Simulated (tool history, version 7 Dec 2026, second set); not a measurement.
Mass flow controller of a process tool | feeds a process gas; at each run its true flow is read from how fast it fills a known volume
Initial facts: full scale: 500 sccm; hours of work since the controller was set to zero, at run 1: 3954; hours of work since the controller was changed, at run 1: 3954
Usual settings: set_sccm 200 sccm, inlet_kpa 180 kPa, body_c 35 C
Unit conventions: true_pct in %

run	hour	set_sccm	inlet_kpa	body_c	hours of work since the controller was set to zero	hours of work since the controller was changed	true_pct
1	0.0	200	180	35	3954	3954	99.78
2	133.6	200	180	35	4014	4014	99.85
3	377.2	200	180	35	4122	4122	99.67
4	495.8	200	180	35	4175	4175	99.82
5	688.9	200	180	35	4262	4262	99.79
6	809.1	200	180	35	4315	4315	99.79
7	1070.7	200	180	35	4432	4432	99.87
8	1222.0	200	180	35	4500	4500	99.78
9	1476.0	200	180	35	4613	4613	99.89
10	1702.8	200	176	35	4714	4714	99.75
11	1932.1	200	180	36	4817	4817	99.85
12	2180.2	54	180	35	4927	4927	99.17
13	2390.4	200	180	35	5021	5021	99.78
14	2599.4	200	180	35	5114	5114	99.92
15	2863.6	185	180	28	5232	5232	98.95
16	2975.9	185	180	28	5283	5283	98.90
17	3132.3	185	180	28	5352	5352	98.89
18	3386.4	202	146	22	5466	5466	98.30
# hour 3490.8: controller's zero set anew
19	3500.5	54	160	21	4	5517	97.47
20	3670.4	289	268	35	80	5592	100.18

Expected results for the next run?
21	3810.3	289	268	35	143	5655	?

true_pct: 100.25 %
Had the tool carried no hidden state, the very same run would have given true_pct 100.26 %.

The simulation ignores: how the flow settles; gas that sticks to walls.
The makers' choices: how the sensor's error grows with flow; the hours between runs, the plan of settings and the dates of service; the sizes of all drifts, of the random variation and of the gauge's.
